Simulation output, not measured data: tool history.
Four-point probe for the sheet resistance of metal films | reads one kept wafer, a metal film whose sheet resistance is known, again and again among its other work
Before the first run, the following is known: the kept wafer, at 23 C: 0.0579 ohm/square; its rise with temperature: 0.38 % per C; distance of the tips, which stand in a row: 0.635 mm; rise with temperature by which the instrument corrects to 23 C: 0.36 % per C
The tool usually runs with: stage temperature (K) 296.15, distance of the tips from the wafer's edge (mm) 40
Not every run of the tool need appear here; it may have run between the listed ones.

run	hour	stage temperature (K)	distance of the tips from the wafer's edge (mm)	sheet resistance as the instrument gives it (ohm/square)
1	0	296.15	40	0.057897
2	18.9	296.15	40	0.057888
3	35.1	296.15	40	0.057895
4	48.3	304.15	40	0.058021
5	60.7	304.15	40	0.057984
6	78	304.15	40	0.058012
7	94.6	296.15	4	0.058633
8	103.5	296.15	4	0.058652
9	114.8	296.15	4	0.058661
10	126.8	296.15	4	0.058661
11	138.7	296.15	4	0.058665
12	148	292.15	40	0.057831
13	162.6	292.15	40	0.05782
14	176.3	296.15	40	0.057876
15	192.6	296.15	40	0.057896
16	211.8	305.15	40	0.057988
17	227.6	299.15	40	0.057927
18	236.7	299.15	40	0.057918
19	254.4	296.15	10	0.058031
20	272.8	292.15	40	0.057842
21	288.5	292.15	40	0.057817
22	306.9	296.15	19	0.057909
23	324.6	296.15	19	0.057889
24	343.5	301.15	3	0.059306
25	357.5	301.15	3	0.059279
26	373.3	299.15	10	0.058022
27	381.5	307.15	10	0.058137
28	401	307.15	10	0.058144
29	413.3	305.15	3	0.05934
30	422.9	294.15	72	0.057818
31	438.7	292.15	50	0.057797
32	450.1	292.15	25	0.057811
33	460.9	305.15	5	0.058483
34	470.8	305.15	5	0.058502
35	490.2	296.15	21	0.057874
36	499.2	299.15	5	0.05838
37	507.6	299.15	5	0.058404
38	523.1	299.15	5	0.058378
39	532.5	300.15	15	0.057966
40	545.5	300.15	15	0.057961
41	556.1	307.15	5	0.058512
42	571.8	295.15	24	0.057873
43	591.3	295.15	24	0.057836
44	602.5	298.15	41	0.057896
45	614.1	298.15	41	0.057875

Here are 4 independent what-if runs from the current tool condition. What would each one return?
A	622.8	294.15	26	?
B	622.8	300.15	4	?
C	622.8	296.15	4	?
D	622.8	294.15	5	?

run	sheet resistance as the instrument gives it (ohm/square)
A	0.057857
B	0.058685
C	0.058626
D	0.058321
Without the tool's hidden state the same runs would have given:
run	sheet resistance as the instrument gives it (ohm/square)
A	0.057912
B	0.058743
C	0.058682
D	0.058377
